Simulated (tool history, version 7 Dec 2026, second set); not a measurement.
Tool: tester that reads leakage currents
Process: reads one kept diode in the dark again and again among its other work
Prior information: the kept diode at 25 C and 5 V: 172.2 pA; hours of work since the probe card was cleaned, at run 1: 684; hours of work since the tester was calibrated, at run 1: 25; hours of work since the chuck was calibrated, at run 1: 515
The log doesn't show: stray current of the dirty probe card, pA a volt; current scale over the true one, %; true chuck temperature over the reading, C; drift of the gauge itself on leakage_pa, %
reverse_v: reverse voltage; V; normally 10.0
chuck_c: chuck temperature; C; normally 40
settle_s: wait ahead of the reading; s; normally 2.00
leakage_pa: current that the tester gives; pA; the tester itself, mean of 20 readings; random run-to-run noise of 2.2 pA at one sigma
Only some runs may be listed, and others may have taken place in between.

run,hour,reverse_v,chuck_c,settle_s,hours of work since the probe card was cleaned,hours of work since the tester was calibrated,hours of work since the chuck was calibrated,leakage_pa
1,0.0,10.0,40,2.00,684,25,515,718.96
2,57.3,10.0,40,2.00,729,70,561,720.31
3,118.6,10.0,40,1.89,778,119,609,715.62
4,157.1,10.0,40,1.89,808,149,640,713.94
5,200.0,10.0,40,1.89,842,183,673,712.39
6,255.3,10.0,40,1.89,886,227,717,709.36
7,341.2,10.0,40,1.89,954,294,785,705.04
8,392.5,3.7,21,2.00,994,335,825,101.42
9,450.3,3.7,42,9.79,1040,381,871,444.87

The next listed run, before its measurement:
# hour 467.1: chuck's temperature calibrated
10,501.5,3.7,42,9.79,1079,419,27,?

Run 10 produced leakage_pa 462.89 pA.
On a tool with no hidden condition, and with the same random variation, this run would have come out at leakage_pa 471.39 pA.
